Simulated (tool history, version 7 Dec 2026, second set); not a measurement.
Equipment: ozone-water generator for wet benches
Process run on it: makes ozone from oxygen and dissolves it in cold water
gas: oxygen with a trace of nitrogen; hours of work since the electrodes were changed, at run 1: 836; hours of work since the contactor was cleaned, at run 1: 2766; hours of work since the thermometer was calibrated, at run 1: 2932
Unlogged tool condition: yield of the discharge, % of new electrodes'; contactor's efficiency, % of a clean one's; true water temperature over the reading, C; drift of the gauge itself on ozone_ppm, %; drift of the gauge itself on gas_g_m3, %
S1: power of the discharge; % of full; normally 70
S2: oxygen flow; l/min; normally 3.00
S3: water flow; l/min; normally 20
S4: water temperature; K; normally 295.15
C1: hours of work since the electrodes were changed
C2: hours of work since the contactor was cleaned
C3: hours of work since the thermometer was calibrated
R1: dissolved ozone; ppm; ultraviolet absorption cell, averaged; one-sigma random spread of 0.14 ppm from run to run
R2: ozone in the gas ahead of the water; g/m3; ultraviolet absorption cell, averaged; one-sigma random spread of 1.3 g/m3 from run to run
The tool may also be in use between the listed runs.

run   hour  S1    S2  S3      S4    C1    C2    C3    R1     R2
  1    0.0  70  3.00  20  295.15   836  2766  2932  15.2  236.1
  2   29.3  70  3.00  13  295.15   855  2785  2951  23.0  234.6
  3   59.4  70  3.00  29  295.15   875  2805  2971  10.5  236.1
  4   81.6  70  3.00  29  295.15   889  2819  2986  10.5  231.7
  5  113.5  70  3.00  29  295.15   910  2840  3006  10.2  236.9
  6  145.4  70  3.00  24  295.15   931  2861  3027  12.3  235.1
  7  172.3  70  3.00  20  295.15   949  2878  3045  15.5  234.8
  8  199.8  70  3.00  20  295.15   967  2896  3063  15.5  234.8
  9  228.6  70  2.25  20  295.15   985  2915  3082  14.0  267.5
 10  245.6  70  2.25  15  295.15   997  2926  3093  19.0  268.2
 11  271.7  70  2.25  12  295.15  1014  2943  3110  23.2  265.8
 12  297.3  52  3.00  20  295.15  1030  2960  3126  12.3  188.7
 13  333.9  52  3.00  20  295.15  1054  2984  3150  12.3  190.8
 14  367.7  52  3.00  20  295.15  1076  3006  3172  12.4  188.4
 15  388.5  52  3.00  20  295.15  1090  3020  3186  12.3  189.8
 16  417.2  52  3.00  20  295.15  1109  3038  3205  12.2  189.0
     440.8  -- contactor cleaned
 17  446.1  70  3.00  20  295.15  1125     3  3221  15.7  233.9
 18  483.3  54  2.42  20  296.15  1149    28  3245  12.4  215.9
 19  503.8  54  3.18  24  296.15  1163    41  3259  11.1  189.3
 20  540.2  70  3.00  25  290.15  1186    65  3283  13.4  235.7
 21  577.7  47  3.00  20  295.15  1211    89  3307  11.8  175.9
 22  606.7  94  2.16  20  296.15  1230   108  3326  18.0  335.9
 23  635.8  48  3.00  20  295.15  1249   127  3345  12.0  178.6
 24  661.3  48  3.00  20  295.15  1265   144  3362  12.1  179.4
 25  699.3  48  3.00  20  295.15  1290   169  3386  12.0  179.0
 26  729.3  70  2.30  24  295.15  1310   188  3406  12.0  264.0
 27  756.9  56  3.08  20  295.15  1328   206  3424  13.2  196.9
 28  780.4  56  3.08  20  295.15  1343   222  3439  13.6  196.7
 29  798.7  70  1.78  20  291.15  1355   234  3451  14.1  293.0
 30  819.5  70  1.78  20  291.15  1369   247  3465  14.2  295.5

What does the tool deliver on the next run?
 31  839.1  70  1.78  20  291.15  1382  260  3478   ?   ?

{"run 31": {"R1": 14.2, "R2": 292.9}}
On a tool with no hidden condition, and with the same random variation, this run would have come out at R1 14.7 ppm, R2 301.2 g/m3.
